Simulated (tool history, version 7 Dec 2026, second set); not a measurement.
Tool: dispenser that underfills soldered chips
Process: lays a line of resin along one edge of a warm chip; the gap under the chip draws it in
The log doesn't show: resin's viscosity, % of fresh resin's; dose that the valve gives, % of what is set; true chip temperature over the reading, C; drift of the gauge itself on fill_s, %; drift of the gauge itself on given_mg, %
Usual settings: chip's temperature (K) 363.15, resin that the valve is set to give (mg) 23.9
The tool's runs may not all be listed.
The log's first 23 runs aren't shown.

run	hour	chip's temperature (K)	resin that the valve is set to give (mg)	hours of work since the syringe was changed	hours of work since the valve was cleaned	hours of work since the stage was calibrated	time until the resin shows at the far edge (s)	resin that the valve gave (mg)
# hour 187.6: new syringe of resin
24	187.6	363.15	22.5	0	64	178	45.5	21.49
25	194.2	372.15	27.7	5	69	183	46	26.26
# hour 199: new syringe of resin
26	199.9	348.15	25.1	1	73	187	89.9	23.79
27	204.9	372.15	21.1	4	77	191	44.9	19.98
# hour 209.6: new syringe of resin
28	209.7	374.15	23.9	0	80	194	29.1	22.66
29	214.2	349.15	24.5	3	84	198	112.7	23.05
30	219.6	349.15	24.5	8	88	202	155.2	22.9
# hour 220.6: new syringe of resin
# hour 222.3: dispensing valve cleaned and set on the balance
31	229.7	349.15	24.5	6	6	208	137.5	24.24
# hour 232.5: new syringe of resin
32	240.4	349.15	24.5	6	14	216	133.9	24.37
# hour 243.1: new syringe of resin
33	250.6	364.15	24.5	6	21	224	70.1	24.2
# hour 254.3: new syringe of resin
34	258.1	378.15	21.8	3	27	229	32.3	21.39
35	263.2	378.15	21.8	7	30	233	43.7	21.39
# hour 264.9: new syringe of resin
36	267.9	378.15	21.8	2	34	237	30.8	21.24

3 ways to go on from here, each from the tool as it stands after run 36. What would each give?
A	273.4	349.15	21.2	6	38	241	?	?
B	273.4	363.15	20.5	6	38	241	?	?
C	273.4	348.15	26.4	6	38	241	?	?

run	time until the resin shows at the far edge (s)	resin that the valve gave (mg)
A	151.3	20.72
B	81.3	19.94
C	150.3	25.76
Without the tool's hidden state the same runs would have given:
run	time until the resin shows at the far edge (s)	resin that the valve gave (mg)
A	82.1	21.29
B	44.2	20.49
C	81.6	26.47

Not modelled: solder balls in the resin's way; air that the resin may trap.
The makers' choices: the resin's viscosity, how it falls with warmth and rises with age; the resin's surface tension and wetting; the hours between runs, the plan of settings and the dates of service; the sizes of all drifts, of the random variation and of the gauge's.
